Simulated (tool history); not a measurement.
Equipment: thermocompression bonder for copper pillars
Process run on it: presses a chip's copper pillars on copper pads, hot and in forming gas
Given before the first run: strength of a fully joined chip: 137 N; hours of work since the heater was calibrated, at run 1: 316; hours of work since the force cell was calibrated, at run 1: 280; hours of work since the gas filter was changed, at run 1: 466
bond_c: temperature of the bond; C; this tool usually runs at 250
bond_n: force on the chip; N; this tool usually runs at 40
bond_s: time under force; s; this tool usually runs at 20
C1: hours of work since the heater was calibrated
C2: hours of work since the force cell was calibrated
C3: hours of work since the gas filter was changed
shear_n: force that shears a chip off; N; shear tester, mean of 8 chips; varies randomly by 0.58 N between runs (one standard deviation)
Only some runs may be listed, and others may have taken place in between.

Run 1, hour 0.0: usual settings; C1 316; C2 280; C3 466. Result: shear_n 56.7 N.
At hour 10.9: forming gas filter changed.
Run 2, hour 12.8: usual settings; C1 325; C2 289; C3 1. Result: shear_n 60.5 N.
Run 3, hour 19.7: usual settings but bond_c 256 C; C1 330; C2 294; C3 6. Result: shear_n 65.8 N.
Run 4, hour 30.0: usual settings but bond_c 251 C; C1 337; C2 301; C3 13. Result: shear_n 62.6 N.
Run 5, hour 44.0: usual settings but bond_c 251 C; C1 347; C2 310; C3 23. Result: shear_n 61.3 N.
Run 6, hour 50.8: usual settings but bond_c 251 C; C1 351; C2 315; C3 28. Result: shear_n 61.0 N.
Run 7, hour 60.0: usual settings but bond_c 251 C; C1 358; C2 322; C3 34. Result: shear_n 61.4 N.
Run 8, hour 70.2: usual settings but bond_c 241 C, bond_n 54 N, bond_s 57 s; C1 365; C2 329; C3 41. Result: shear_n 94.8 N.

What does the tool deliver on the next run?
Run 9, hour 76.2: usual settings but bond_c 272 C, bond_n 31 N, bond_s 13 s; C1 369; C2 333; C3 46. Result: shear_n ?.

shear_n: 55.4 N
The same run, on a tool lacking any hidden state, would have yielded shear_n 54.3 N.

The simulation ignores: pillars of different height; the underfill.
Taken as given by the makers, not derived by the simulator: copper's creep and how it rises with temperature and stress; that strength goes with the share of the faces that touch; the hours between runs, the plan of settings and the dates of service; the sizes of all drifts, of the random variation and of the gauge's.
